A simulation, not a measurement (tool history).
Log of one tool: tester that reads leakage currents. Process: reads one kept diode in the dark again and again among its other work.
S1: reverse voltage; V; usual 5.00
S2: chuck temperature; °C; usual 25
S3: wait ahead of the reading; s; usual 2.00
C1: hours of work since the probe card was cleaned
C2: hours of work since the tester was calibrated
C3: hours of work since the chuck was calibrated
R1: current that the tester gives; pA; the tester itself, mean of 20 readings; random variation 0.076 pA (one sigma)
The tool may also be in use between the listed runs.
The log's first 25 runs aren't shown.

run	hour	S1	S2	S3	C1	C2	C3	R1
26	1304.8	5.00	25	0.35	659	1798	77	25.15
27	1379.4	5.00	51	1.69	702	1840	119	121.24
28	1425.6	1.50	35	1.69	728	1867	146	21.88
29	1493.6	1.21	38	1.69	767	1906	185	23.80
30	1547.7	5.00	27	2.00	798	1937	216	25.74
31	1590.3	15.99	27	2.00	822	1961	240	53.91
32	1633.3	15.99	27	7.37	847	1986	265	52.60
33	1702.5	15.99	27	7.37	887	2025	304	52.96
34	1748.9	1.08	27	4.82	913	2052	331	10.28
35	1804.0	6.04	26	0.73	945	2083	362	28.90
36	1861.5	6.04	26	0.73	978	2116	395	29.12
37	1918.7	4.10	58	2.00	1010	2149	428	165.68

5 ways to go on from here, each from the tool as it stands after run 37. What would each give?
A	1956.6	1.39	23	1.67	1032	2171	450	?
B	1956.6	4.10	57	7.39	1032	2171	450	?
C	1956.6	5.00	24	2.00	1032	2171	450	?
D	1956.6	4.50	25	0.36	1032	2171	450	?
E	1956.6	3.57	25	0.52	1032	2171	450	?

run	R1
A	9.40
B	156.31
C	22.08
D	24.35
E	20.19
Without the tool's hidden state the same runs would have given:
run	R1
A	8.32
B	156.12
C	17.83
D	20.59
E	17.25
